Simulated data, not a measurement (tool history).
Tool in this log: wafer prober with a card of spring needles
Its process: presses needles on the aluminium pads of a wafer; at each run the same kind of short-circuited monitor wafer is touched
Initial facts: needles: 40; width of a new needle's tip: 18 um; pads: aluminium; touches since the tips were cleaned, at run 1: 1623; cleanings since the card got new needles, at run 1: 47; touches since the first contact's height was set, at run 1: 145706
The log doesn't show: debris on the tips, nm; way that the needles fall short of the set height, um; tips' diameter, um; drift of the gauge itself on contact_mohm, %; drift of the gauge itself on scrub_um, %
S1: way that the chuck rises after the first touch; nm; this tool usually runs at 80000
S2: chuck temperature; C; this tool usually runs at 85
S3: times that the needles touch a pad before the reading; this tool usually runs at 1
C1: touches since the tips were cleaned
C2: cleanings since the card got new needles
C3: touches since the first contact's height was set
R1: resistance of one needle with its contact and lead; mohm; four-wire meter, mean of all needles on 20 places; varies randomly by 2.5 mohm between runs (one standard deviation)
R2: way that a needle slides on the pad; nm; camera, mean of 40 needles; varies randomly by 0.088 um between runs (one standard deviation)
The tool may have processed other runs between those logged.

Run 1, day 0: usual settings; C1 1623; C2 47; C3 145706. Result: R1 363 mohm, R2 9180 nm.
At day 0.154: tips cleaned on abrasive film.
At day 0.454: tips cleaned on abrasive film.
Run 2, day 0.658: usual settings but S1 93000 nm; C1 1901; C2 49; C3 151720. Result: R1 346 mohm, R2 10920 nm.
At day 0.783: tips cleaned on abrasive film.
At day 1.075: tips cleaned on abrasive film.
At day 1.375: tips cleaned on abrasive film.
Run 3, day 1.375: usual settings but S1 93000 nm; C1 0; C2 52; C3 158209. Result: R1 295 mohm, R2 10770 nm.
At day 1.712: tips cleaned on abrasive film.
Run 4, day 1.9: usual settings but S1 93000 nm, S2 120 C; C1 1716; C2 53; C3 163024. Result: R1 351 mohm, R2 10850 nm.
At day 2.067: tips cleaned on abrasive film.
At day 2.392: tips cleaned on abrasive film.
Run 5, day 2.604: usual settings but S1 93000 nm, S2 120 C; C1 1959; C2 55; C3 169483. Result: R1 358 mohm, R2 10520 nm.
At day 2.712: tips cleaned on abrasive film.
Run 6, day 2.992: usual settings; C1 2558; C2 56; C3 173012. Result: R1 384 mohm, R2 9060 nm.
At day 3.042: tips cleaned on abrasive film.
At day 3.358: tips cleaned on abrasive film.
Run 7, day 3.417: usual settings; C1 553; C2 58; C3 176880. Result: R1 327 mohm, R2 9020 nm.
At day 3.658: tips cleaned on abrasive film.
At day 3.967: tips cleaned on abrasive film.
Run 8, day 4.079: usual settings; C1 1058; C2 60; C3 182935. Result: R1 358 mohm, R2 9060 nm.
At day 4.308: tips cleaned on abrasive film.
Run 9, day 4.396: usual settings; C1 820; C2 61; C3 185826. Result: R1 335 mohm, R2 8970 nm.
At day 4.604: tips cleaned on abrasive film.
Run 10, day 4.721: usual settings; C1 1087; C2 62; C3 188776. Result: R1 346 mohm, R2 8960 nm.
At day 4.921: tips cleaned on abrasive film.
At day 5.258: tips cleaned on abrasive film.
Run 11, day 5.317: usual settings; C1 519; C2 64; C3 194206. Result: R1 319 mohm, R2 9110 nm.
At day 5.575: tips cleaned on abrasive film.
At day 5.925: tips cleaned on abrasive film.
Run 12, day 6.008: usual settings; C1 789; C2 66; C3 200545. Result: R1 334 mohm, R2 8930 nm.
At day 6.221: tips cleaned on abrasive film.
Run 13, day 6.412: usual settings but S1 61000 nm; C1 1798; C2 67; C3 204245. Result: R1 437 mohm, R2 6530 nm.
At day 6.529: tips cleaned on abrasive film.
At day 6.867: tips cleaned on abrasive film.
Run 14, day 6.95: usual settings but S1 61000 nm; C1 764; C2 69; C3 209121. Result: R1 376 mohm, R2 6460 nm.
At day 7.217: tips cleaned on abrasive film.
Run 15, day 7.379: usual settings but S3 2; C1 1504; C2 70; C3 213053. Result: R1 346 mohm, R2 9020 nm.
At day 7.542: tips cleaned on abrasive film.
Run 16, day 7.688: usual settings but S1 62000 nm; C1 1356; C2 71; C3 215876. Result: R1 425 mohm, R2 6500 nm.
At day 7.858: tips cleaned on abrasive film.
At day 8.192: tips cleaned on abrasive film.
Run 17, day 8.267: usual settings but S1 62000 nm; C1 694; C2 73; C3 221154. Result: R1 380 mohm, R2 6610 nm.
At day 8.538: tips cleaned on abrasive film.
At day 8.862: tips cleaned on abrasive film.
Run 18, day 8.962: usual settings but S1 62000 nm, S3 3; C1 899; C2 75; C3 227481. Result: R1 332 mohm, R2 6630 nm.
At day 9.208: tips cleaned on abrasive film.
At day 9.508: tips cleaned on abrasive film.
At day 9.621: height of the first contact set anew.
Run 19, day 9.621: usual settings but S1 62000 nm, S3 3; C1 921; C2 77; C3 0. Result: R1 318 mohm, R2 7680 nm.
At day 9.871: tips cleaned on abrasive film.
At day 10.217: tips cleaned on abrasive film.
Run 20, day 10.304: usual settings but S1 87000 nm, S3 2; C1 800; C2 79; C3 6252. Result: R1 317 mohm, R2 10680 nm.
At day 10.558: tips cleaned on abrasive film.
At day 10.888: tips cleaned on abrasive film.
Run 21, day 10.888: usual settings but S1 63000 nm, S2 124 C, S3 3; C1 0; C2 81; C3 11548. Result: R1 314 mohm, R2 7770 nm.
At day 11.233: tips cleaned on abrasive film.
Run 22, day 11.246: usual settings but S1 73000 nm, S2 114 C; C1 129; C2 82; C3 14846. Result: R1 312 mohm, R2 8990 nm.
At day 11.571: tips cleaned on abrasive film.
Run 23, day 11.738: usual settings but S1 73000 nm, S2 114 C; C1 1531; C2 83; C3 19340. Result: R1 383 mohm, R2 8910 nm.
At day 11.875: tips cleaned on abrasive film.
At day 12.204: tips cleaned on abrasive film.
Run 24, day 12.242: usual settings but S1 100000 nm, S2 33 C; C1 370; C2 85; C3 23945. Result: R1 288 mohm, R2 12380 nm.
At day 12.538: tips cleaned on abrasive film.
Run 25, day 12.65: usual settings but S1 100000 nm, S2 33 C; C1 1035; C2 86; C3 27657. Result: R1 310 mohm, R2 12220 nm.
At day 12.833: tips cleaned on abrasive film.
At day 13.154: tips cleaned on abrasive film.
Run 26, day 13.221: usual settings but S1 65000 nm, S2 68 C, S3 2; C1 646; C2 88; C3 32882. Result: R1 321 mohm, R2 7880 nm.
At day 13.467: tips cleaned on abrasive film.
Run 27, day 13.696: usual settings but S1 72000 nm, S2 53 C; C1 2107; C2 89; C3 37225. Result: R1 391 mohm, R2 8750 nm.
At day 13.779: tips cleaned on abrasive film.
At day 14.083: tips cleaned on abrasive film.
Run 28, day 14.188: usual settings but S1 72000 nm, S2 53 C; C1 930; C2 91; C3 41672. Result: R1 348 mohm, R2 8710 nm.
At day 14.421: tips cleaned on abrasive film.
Run 29, day 14.708: usual settings but S1 67000 nm, S2 53 C; C1 2642; C2 92; C3 46451. Result: R1 450 mohm, R2 8140 nm.
At day 14.754: tips cleaned on abrasive film.
At day 15.062: tips cleaned on abrasive film.
Run 30, day 15.246: usual settings but S2 69 C, S3 3; C1 1691; C2 94; C3 51350. Result: R1 311 mohm, R2 9450 nm.
At day 15.383: tips cleaned on abrasive film.
At day 15.7: tips cleaned on abrasive film.
Run 31, day 15.833: usual settings but S1 87000 nm, S2 88 C; C1 1233; C2 96; C3 56710. Result: R1 344 mohm, R2 10620 nm.
At day 15.996: tips cleaned on abrasive film.
At day 16.312: tips cleaned on abrasive film.
Run 32, day 16.542: usual settings but S1 72000 nm, S2 78 C, S3 3; C1 2115; C2 98; C3 63194. Result: R1 331 mohm, R2 8620 nm.

Results per run with the tool's hidden condition removed, run-to-run variation unchanged:
run   R1     R2
  1  290   9900
  2  286  11670
  3  288  11570
  4  295  11650
  5  297  11360
  6  286   9920
  7  289   9910
  8  291   9970
  9  289   9900
 10  285   9910
 11  288  10090
 12  289   9940
 13  293   7560
 14  294   7530
 15  290  10100
 16  293   7590
 17  295   7730
 18  294   7790
 19  293   7680
 20  293  10710
 21  304   7840
 22  296   9070
 23  299   9010
 24  266  12510
 25  273  12370
 26  286   8060
 27  281   8950
 28  278   8940
 29  286   8390
 30  281   9720
 31  288  10920
 32  286   8950
